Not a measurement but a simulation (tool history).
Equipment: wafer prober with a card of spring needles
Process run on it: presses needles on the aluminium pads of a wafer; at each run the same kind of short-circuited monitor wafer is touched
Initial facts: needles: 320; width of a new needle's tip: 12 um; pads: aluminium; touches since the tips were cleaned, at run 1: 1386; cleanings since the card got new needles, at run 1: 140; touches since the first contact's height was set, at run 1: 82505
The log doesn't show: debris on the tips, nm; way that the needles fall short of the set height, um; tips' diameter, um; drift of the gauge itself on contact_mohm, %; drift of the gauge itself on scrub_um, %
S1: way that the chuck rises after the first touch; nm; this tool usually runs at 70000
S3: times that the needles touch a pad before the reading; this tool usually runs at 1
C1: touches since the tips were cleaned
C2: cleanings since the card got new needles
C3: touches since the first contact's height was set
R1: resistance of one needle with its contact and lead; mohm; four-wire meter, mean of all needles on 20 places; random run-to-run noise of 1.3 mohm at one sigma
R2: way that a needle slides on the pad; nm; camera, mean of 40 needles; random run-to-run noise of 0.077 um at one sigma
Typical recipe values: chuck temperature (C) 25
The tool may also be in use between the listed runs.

run 1 hour=0.0 | S1=70000 chuck_temperature_(C)=25 S3=1 | C1=1386 C2=140 C3=82505 | R1=119 R2=18660
-- hour=1.6 tips cleaned on abrasive film
-- hour=7.6 tips cleaned on abrasive film
-- hour=13.7 tips cleaned on abrasive film
-- hour=19.7 tips cleaned on abrasive film
-- hour=25.7 tips cleaned on abrasive film
-- hour=31.8 tips cleaned on abrasive film
-- hour=39.3 tips cleaned on abrasive film
-- hour=46.8 tips cleaned on abrasive film
-- hour=51.5 height of the first contact set anew
-- hour=54.6 tips cleaned on abrasive film
-- hour=60.6 tips cleaned on abrasive film
run 2 hour=63.9 | S1=70000 chuck_temperature_(C)=25 S3=2 | C1=977 C2=150 C3=3652 | R1=121 R2=18680
-- hour=67.0 tips cleaned on abrasive film
-- hour=74.5 tips cleaned on abrasive film
-- hour=80.5 tips cleaned on abrasive film
-- hour=86.6 tips cleaned on abrasive film
-- hour=94.1 tips cleaned on abrasive film
-- hour=101.6 tips cleaned on abrasive film
-- hour=109.1 tips cleaned on abrasive film
-- hour=115.1 tips cleaned on abrasive film
-- hour=121.2 tips cleaned on abrasive film
-- hour=128.7 tips cleaned on abrasive film
run 3 hour=129.0 | S1=70000 chuck_temperature_(C)=25 S3=2 | C1=102 C2=160 C3=22924 | R1=121 R2=18680
-- hour=135.1 tips cleaned on abrasive film
-- hour=141.1 tips cleaned on abrasive film
-- hour=148.6 tips cleaned on abrasive film
-- hour=154.6 tips cleaned on abrasive film
-- hour=160.7 tips cleaned on abrasive film
-- hour=166.7 tips cleaned on abrasive film
-- hour=174.2 tips cleaned on abrasive film
-- hour=180.3 tips cleaned on abrasive film
run 4 hour=183.6 | S1=85000 chuck_temperature_(C)=25 S3=2 | C1=1010 C2=168 C3=39087 | R1=120 R2=22750
-- hour=186.7 tips cleaned on abrasive film
-- hour=192.7 tips cleaned on abrasive film
-- hour=198.8 tips cleaned on abrasive film
-- hour=204.8 tips cleaned on abrasive film
-- hour=210.8 tips cleaned on abrasive film
-- hour=218.3 tips cleaned on abrasive film
run 5 hour=222.6 | S1=85000 chuck_temperature_(C)=25 S3=2 | C1=1278 C2=174 C3=50616 | R1=119 R2=22730
-- hour=225.7 tips cleaned on abrasive film
-- hour=231.7 tips cleaned on abrasive film
-- hour=239.2 tips cleaned on abrasive film
-- hour=246.7 tips cleaned on abrasive film
-- hour=254.3 tips cleaned on abrasive film
-- hour=260.3 tips cleaned on abrasive film
-- hour=266.3 tips cleaned on abrasive film
-- hour=273.8 tips cleaned on abrasive film
run 6 hour=278.5 | S1=85000 chuck_temperature_(C)=25 S3=2 | C1=1390 C2=182 C3=67161 | R1=118 R2=22650
-- hour=280.1 tips cleaned on abrasive film
-- hour=286.1 tips cleaned on abrasive film
-- hour=292.1 tips cleaned on abrasive film
-- hour=298.2 tips cleaned on abrasive film
-- hour=304.2 tips cleaned on abrasive film
-- hour=311.7 tips cleaned on abrasive film
-- hour=317.7 tips cleaned on abrasive film
run 7 hour=321.6 | S1=70000 chuck_temperature_(C)=25 S3=1 | C1=1167 C2=189 C3=79917 | R1=120 R2=18700
-- hour=324.7 tips cleaned on abrasive film
-- hour=332.2 tips cleaned on abrasive film
-- hour=338.2 tips cleaned on abrasive film
-- hour=344.3 tips cleaned on abrasive film
-- hour=350.3 tips cleaned on abrasive film
-- hour=356.3 tips cleaned on abrasive film
run 8 hour=360.5 | S1=70000 chuck_temperature_(C)=59 S3=1 | C1=1259 C2=195 C3=91429 | R1=124 R2=18720
-- hour=363.6 tips cleaned on abrasive film
-- hour=369.6 tips cleaned on abrasive film
-- hour=377.1 tips cleaned on abrasive film
-- hour=381.9 height of the first contact set anew
-- hour=383.5 tips cleaned on abrasive film
-- hour=391.0 tips cleaned on abrasive film
-- hour=398.5 tips cleaned on abrasive film
-- hour=404.6 tips cleaned on abrasive film
-- hour=412.1 tips cleaned on abrasive film
-- hour=418.1 tips cleaned on abrasive film
run 9 hour=418.8 | S1=70000 chuck_temperature_(C)=59 S3=1 | C1=213 C2=204 C3=10910 | R1=123 R2=18840
-- hour=424.8 tips cleaned on abrasive film
-- hour=430.9 tips cleaned on abrasive film
-- hour=436.9 tips cleaned on abrasive film
-- hour=444.4 tips cleaned on abrasive film
-- hour=450.5 tips cleaned on abrasive film
-- hour=456.5 tips cleaned on abrasive film
-- hour=464.0 tips cleaned on abrasive film
-- hour=470.0 tips cleaned on abrasive film
-- hour=476.1 tips cleaned on abrasive film
-- hour=482.1 tips cleaned on abrasive film
-- hour=489.6 tips cleaned on abrasive film
-- hour=497.2 tips cleaned on abrasive film
run 10 hour=503.0 | S1=70000 chuck_temperature_(C)=59 S3=1 | C1=1764 C2=216 C3=35851 | R1=125 R2=18730
-- hour=504.6 tips cleaned on abrasive film
-- hour=510.6 tips cleaned on abrasive film
-- hour=516.7 tips cleaned on abrasive film
-- hour=524.2 tips cleaned on abrasive film
-- hour=531.7 tips cleaned on abrasive film
-- hour=537.7 tips cleaned on abrasive film
-- hour=545.3 tips cleaned on abrasive film
-- hour=552.8 tips cleaned on abrasive film
-- hour=558.8 tips cleaned on abrasive film
-- hour=564.8 tips cleaned on abrasive film
-- hour=572.4 tips cleaned on abrasive film
-- hour=579.9 tips cleaned on abrasive film
run 11 hour=580.2 | S1=61000 chuck_temperature_(C)=125 S3=1 | C1=98 C2=228 C3=58681 | R1=134 R2=16330
-- hour=586.2 tips cleaned on abrasive film
-- hour=592.3 tips cleaned on abrasive film
-- hour=599.8 tips cleaned on abrasive film
-- hour=605.8 tips cleaned on abrasive film
-- hour=613.3 tips cleaned on abrasive film
-- hour=620.9 tips cleaned on abrasive film
-- hour=626.9 tips cleaned on abrasive film
-- hour=634.4 tips cleaned on abrasive film
-- hour=640.4 tips cleaned on abrasive film
-- hour=648.0 tips cleaned on abrasive film
run 12 hour=651.3 | S1=77000 chuck_temperature_(C)=125 S3=1 | C1=1003 C2=238 C3=79741 | R1=133 R2=20660

What does the tool deliver on the next run?
-- hour=654.4 tips cleaned on abrasive film
-- hour=660.4 tips cleaned on abrasive film
-- hour=667.9 tips cleaned on abrasive film
-- hour=673.9 tips cleaned on abrasive film
-- hour=681.5 tips cleaned on abrasive film
-- hour=687.5 tips cleaned on abrasive film
-- hour=695.0 tips cleaned on abrasive film
-- hour=701.0 tips cleaned on abrasive film
-- hour=707.1 tips cleaned on abrasive film
-- hour=711.8 height of the first contact set anew
-- hour=714.9 tips cleaned on abrasive film
-- hour=722.4 tips cleaned on abrasive film
-- hour=729.9 tips cleaned on abrasive film
-- hour=736.7 tips cleaned on abrasive film
run 13 hour=736.7 | S1=77000 chuck_temperature_(C)=125 S3=1 | C1=0 C2=251 C3=7340 | R1=? R2=?

R1: 136 mohm
R2: 20730 nm
If the tool had no hidden condition, the same run with the same run-to-run variation would have returned R1 136 mohm, R2 20470 nm.

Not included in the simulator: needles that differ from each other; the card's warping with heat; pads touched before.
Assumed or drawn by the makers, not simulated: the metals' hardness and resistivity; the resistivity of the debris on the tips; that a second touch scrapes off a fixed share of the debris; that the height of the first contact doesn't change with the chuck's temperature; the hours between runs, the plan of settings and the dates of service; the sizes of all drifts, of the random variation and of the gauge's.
